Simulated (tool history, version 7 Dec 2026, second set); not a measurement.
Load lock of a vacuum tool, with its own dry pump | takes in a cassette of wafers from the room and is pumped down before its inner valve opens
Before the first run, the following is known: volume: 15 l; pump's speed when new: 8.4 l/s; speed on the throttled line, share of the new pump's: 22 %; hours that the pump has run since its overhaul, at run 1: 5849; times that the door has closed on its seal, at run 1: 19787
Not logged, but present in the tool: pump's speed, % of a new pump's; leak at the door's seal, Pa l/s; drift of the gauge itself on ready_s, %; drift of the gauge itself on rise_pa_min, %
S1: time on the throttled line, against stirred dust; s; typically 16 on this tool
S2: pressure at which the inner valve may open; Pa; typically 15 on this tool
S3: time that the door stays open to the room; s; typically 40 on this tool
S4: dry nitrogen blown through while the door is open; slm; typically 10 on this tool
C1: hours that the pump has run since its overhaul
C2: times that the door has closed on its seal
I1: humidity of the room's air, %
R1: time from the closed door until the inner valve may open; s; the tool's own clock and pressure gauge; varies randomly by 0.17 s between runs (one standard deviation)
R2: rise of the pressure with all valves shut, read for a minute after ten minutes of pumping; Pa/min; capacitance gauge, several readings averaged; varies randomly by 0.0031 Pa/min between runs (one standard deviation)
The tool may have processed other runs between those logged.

run    hour  S1  S2   S3  S4    C1     C2    I1    R1     R2
  1       0  16  15   40  10  5849  19787  45.7  29.3  0.124
  2   178.9  18  15   40  10  6028  20145  44.9  30.9  0.121
  3   349.2  18  15   40  10  6198  20485  47.3  30.8  0.124
  4   468.8  16  15   40   6  6318  20724  48.6  29.4  0.132
  5   552.7  16  15   40   6  6402  20892  41.5  29.4  0.121
  6   642.5  24  15   40   6  6492  21072  46.2  35.5  0.129
  7   822.6  24  15   40   6  6672  21432  46.4  35.6  0.132
  8   986.5  24  15   40   6  6836  21759  46.6  35.4  0.133
  9    1124  24  15   40   6  6973  22034  40.6  35.5  0.127
 10  1281.3  24  15   40   6  7131  22349  44.4  35.8  0.138
 11  1404.5  16  15   40  10  7254  22595  41.8  29.7  0.127
 12    1561  16  15   40  10  7410  22908  45.2  29.8   0.13
 13  1668.4  16  15   40  10  7518  23123  44.8  29.7  0.129
 14  1759.5  16  15   40  10  7609  23305  46.7  29.3  0.135
 15  1904.9  16  15   40  10  7754  23595  47.2  29.7  0.142
 16  2036.9  16  12   40  28  7886  23859  45.2  30.2   0.12
 17  2179.1  16  12   40  28  8028  24143  46.3  30.2  0.118
 18    2358  16  12  143   5  8207  24501  44.9  29.9  0.231
 19  2486.2  16  12  143   5  8336  24757  42.5  30.3  0.222
 20  2666.8  16  15   28  10  8516  25118  48.2  29.9  0.133
 21  2844.3  28  15   42   9  8694  25473  47.6  38.9  0.149
 22    2982  20  15   40   4  8831  25748  45.7  33.1   0.16
 23    3074  16  15   40  12  8923  25932    46  29.9  0.148
 24  3214.7  15  15   57  10  9064  26214  49.3  29.2  0.173
 25  3332.9  15  13   57  10  9182  26450  44.6    29  0.173
 26    3523  24  12   56  29  9372  26830  45.2  36.7  0.141
 27  3703.3  24  12   56  29  9553  27190  44.6  36.6  0.145
 28  3886.5  16  15   93  21  9736  27557  44.6    30  0.174
 29    4063  16  15   93  21  9912  27909  45.4    30  0.181

3 options for the next run, each taken on its own from the tool as it stands now. Forecast them:
  A  4196.5   8  15  93   4  10046  28176  42.3   ?   ?
  B  4196.5  16  12  40  10  10046  28176  41.2   ?   ?
  C  4196.5  16  17  74  13  10046  28176  43.9   ?   ?

run    R1     R2
  A  23.7   0.21
  B  30.9  0.155
  C  29.6  0.179
Take away the tool's hidden state, keep each run's random variation, and the runs would have read:
run    R1     R2
  A  21.6  0.112
  B    29  0.057
  C  27.8  0.081

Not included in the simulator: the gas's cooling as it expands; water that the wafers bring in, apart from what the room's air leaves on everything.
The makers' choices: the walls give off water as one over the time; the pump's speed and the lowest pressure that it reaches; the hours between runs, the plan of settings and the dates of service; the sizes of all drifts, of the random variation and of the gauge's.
